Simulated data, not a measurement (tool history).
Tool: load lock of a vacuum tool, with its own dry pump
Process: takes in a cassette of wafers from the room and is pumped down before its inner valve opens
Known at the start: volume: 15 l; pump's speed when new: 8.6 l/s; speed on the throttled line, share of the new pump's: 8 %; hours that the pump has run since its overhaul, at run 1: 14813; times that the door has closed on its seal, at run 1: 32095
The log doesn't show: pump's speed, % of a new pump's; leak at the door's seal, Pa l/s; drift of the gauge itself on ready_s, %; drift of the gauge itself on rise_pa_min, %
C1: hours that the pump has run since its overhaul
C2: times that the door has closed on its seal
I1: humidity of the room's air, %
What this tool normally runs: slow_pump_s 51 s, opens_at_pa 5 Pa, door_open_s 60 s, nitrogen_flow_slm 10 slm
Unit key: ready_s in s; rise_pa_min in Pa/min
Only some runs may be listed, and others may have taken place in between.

{"run": 1, "hour": 0.0, "slow_pump_s": 51, "opens_at_pa": 5, "door_open_s": 60, "nitrogen_flow_slm": 10, "C1": 14813, "C2": 32095, "I1": 47.4, "ready_s": 65.8, "rise_pa_min": 0.237}
{"run": 2, "hour": 366.2, "slow_pump_s": 51, "opens_at_pa": 5, "door_open_s": 60, "nitrogen_flow_slm": 10, "C1": 15179, "C2": 33671, "I1": 44.1, "ready_s": 65.9, "rise_pa_min": 0.248}
{"run": 3, "hour": 562.0, "slow_pump_s": 51, "opens_at_pa": 5, "door_open_s": 60, "nitrogen_flow_slm": 10, "C1": 15375, "C2": 34513, "I1": 43.7, "ready_s": 65.7, "rise_pa_min": 0.254}
{"run": 4, "hour": 828.2, "slow_pump_s": 51, "opens_at_pa": 5, "door_open_s": 60, "nitrogen_flow_slm": 10, "C1": 15641, "C2": 35659, "I1": 42.7, "ready_s": 66.0, "rise_pa_min": 0.265}
{"run": 5, "hour": 1033.9, "slow_pump_s": 51, "opens_at_pa": 5, "door_open_s": 60, "nitrogen_flow_slm": 10, "C1": 15846, "C2": 36544, "I1": 45.4, "ready_s": 66.1, "rise_pa_min": 0.279}
{"run": 6, "hour": 1386.8, "slow_pump_s": 51, "opens_at_pa": 5, "door_open_s": 60, "nitrogen_flow_slm": 10, "C1": 16199, "C2": 38063, "I1": 46.4, "ready_s": 66.0, "rise_pa_min": 0.298}
{"run": 7, "hour": 1568.4, "slow_pump_s": 51, "opens_at_pa": 5, "door_open_s": 60, "nitrogen_flow_slm": 10, "C1": 16381, "C2": 38845, "I1": 47.2, "ready_s": 66.0, "rise_pa_min": 0.296}
{"run": 8, "hour": 1845.9, "slow_pump_s": 55, "opens_at_pa": 5, "door_open_s": 60, "nitrogen_flow_slm": 10, "C1": 16658, "C2": 40039, "I1": 47.4, "ready_s": 69.8, "rise_pa_min": 0.311}
{"run": 9, "hour": 2105.4, "slow_pump_s": 55, "opens_at_pa": 5, "door_open_s": 60, "nitrogen_flow_slm": 10, "C1": 16918, "C2": 41156, "I1": 42.2, "ready_s": 69.7, "rise_pa_min": 0.321}
{"run": 10, "hour": 2371.5, "slow_pump_s": 55, "opens_at_pa": 5, "door_open_s": 60, "nitrogen_flow_slm": 10, "C1": 17184, "C2": 42301, "I1": 47.4, "ready_s": 69.5, "rise_pa_min": 0.334}
{"run": 11, "hour": 2533.5, "slow_pump_s": 55, "opens_at_pa": 5, "door_open_s": 60, "nitrogen_flow_slm": 10, "C1": 17346, "C2": 42999, "I1": 46.2, "ready_s": 69.7, "rise_pa_min": 0.337}
{"run": 12, "hour": 2851.4, "slow_pump_s": 51, "opens_at_pa": 6, "door_open_s": 60, "nitrogen_flow_slm": 10, "C1": 17664, "C2": 44367, "I1": 43.9, "ready_s": 65.8, "rise_pa_min": 0.356}
{"run": 13, "hour": 3209.0, "slow_pump_s": 51, "opens_at_pa": 6, "door_open_s": 60, "nitrogen_flow_slm": 10, "C1": 18022, "C2": 45906, "I1": 44.1, "ready_s": 65.7, "rise_pa_min": 0.37}
{"run": 14, "hour": 3571.2, "slow_pump_s": 51, "opens_at_pa": 6, "door_open_s": 60, "nitrogen_flow_slm": 10, "C1": 18384, "C2": 47465, "I1": 45.9, "ready_s": 65.9, "rise_pa_min": 0.391}
{"run": 15, "hour": 3825.2, "slow_pump_s": 58, "opens_at_pa": 4, "door_open_s": 60, "nitrogen_flow_slm": 10, "C1": 18638, "C2": 48558, "I1": 43.2, "ready_s": 72.8, "rise_pa_min": 0.391}
{"run": 16, "hour": 4075.4, "slow_pump_s": 51, "opens_at_pa": 6, "door_open_s": 60, "nitrogen_flow_slm": 7, "C1": 18888, "C2": 49635, "I1": 44.2, "ready_s": 65.6, "rise_pa_min": 0.41}
{"run": 17, "hour": 4459.4, "slow_pump_s": 51, "opens_at_pa": 7, "door_open_s": 60, "nitrogen_flow_slm": 10, "C1": 19272, "C2": 51288, "I1": 45.2, "ready_s": 65.3, "rise_pa_min": 0.427}
{"run": 18, "hour": 4803.8, "slow_pump_s": 51, "opens_at_pa": 7, "door_open_s": 105, "nitrogen_flow_slm": 10, "C1": 19616, "C2": 52770, "I1": 45.3, "ready_s": 65.8, "rise_pa_min": 0.451}
{"run": 19, "hour": 5168.0, "slow_pump_s": 71, "opens_at_pa": 5, "door_open_s": 92, "nitrogen_flow_slm": 43, "C1": 19981, "C2": 54337, "I1": 42.3, "ready_s": 84.4, "rise_pa_min": 0.447}
{"run": 20, "hour": 5471.0, "slow_pump_s": 51, "opens_at_pa": 9, "door_open_s": 60, "nitrogen_flow_slm": 27, "C1": 20284, "C2": 55642, "I1": 45.0, "ready_s": 65.2, "rise_pa_min": 0.461}
{"run": 21, "hour": 5630.7, "slow_pump_s": 57, "opens_at_pa": 6, "door_open_s": 54, "nitrogen_flow_slm": 10, "C1": 20443, "C2": 56329, "I1": 41.6, "ready_s": 71.4, "rise_pa_min": 0.476}
{"run": 22, "hour": 6024.7, "slow_pump_s": 68, "opens_at_pa": 5, "door_open_s": 60, "nitrogen_flow_slm": 6, "C1": 20837, "C2": 58025, "I1": 44.7, "ready_s": 81.6, "rise_pa_min": 0.516}
{"run": 23, "hour": 6224.6, "slow_pump_s": 38, "opens_at_pa": 7, "door_open_s": 108, "nitrogen_flow_slm": 14, "C1": 21037, "C2": 58885, "I1": 45.9, "ready_s": 54.0, "rise_pa_min": 0.514}
{"run": 24, "hour": 6515.9, "slow_pump_s": 38, "opens_at_pa": 7, "door_open_s": 108, "nitrogen_flow_slm": 5, "C1": 21328, "C2": 60139, "I1": 45.8, "ready_s": 54.1, "rise_pa_min": 0.552}
{"run": 25, "hour": 6676.3, "slow_pump_s": 51, "opens_at_pa": 7, "door_open_s": 60, "nitrogen_flow_slm": 10, "C1": 21489, "C2": 60829, "I1": 41.9, "ready_s": 65.8, "rise_pa_min": 0.539}

Measured minus without-hidden-state, run by run (identical run-to-run variation in each term; gauge scatter may differ):
run=1 ready_s=+1.6 rise_pa_min=+0.209
run=2 ready_s=+1.6 rise_pa_min=+0.218
run=3 ready_s=+1.6 rise_pa_min=+0.225
run=4 ready_s=+1.7 rise_pa_min=+0.238
run=5 ready_s=+1.7 rise_pa_min=+0.247
run=6 ready_s=+1.8 rise_pa_min=+0.261
run=7 ready_s=+1.7 rise_pa_min=+0.266
run=8 ready_s=+1.8 rise_pa_min=+0.278
run=9 ready_s=+1.8 rise_pa_min=+0.289
run=10 ready_s=+1.8 rise_pa_min=+0.301
run=11 ready_s=+1.9 rise_pa_min=+0.305
run=12 ready_s=+1.9 rise_pa_min=+0.327
run=13 ready_s=+1.9 rise_pa_min=+0.338
run=14 ready_s=+1.9 rise_pa_min=+0.356
run=15 ready_s=+2.0 rise_pa_min=+0.362
run=16 ready_s=+2.0 rise_pa_min=+0.377
run=17 ready_s=+2.0 rise_pa_min=+0.393
run=18 ready_s=+2.1 rise_pa_min=+0.407
run=19 ready_s=+1.9 rise_pa_min=+0.430
run=20 ready_s=+2.0 rise_pa_min=+0.438
run=21 ready_s=+2.1 rise_pa_min=+0.449
run=22 ready_s=+2.0 rise_pa_min=+0.478
run=23 ready_s=+2.4 rise_pa_min=+0.481
run=24 ready_s=+2.4 rise_pa_min=+0.496
run=25 ready_s=+2.3 rise_pa_min=+0.507
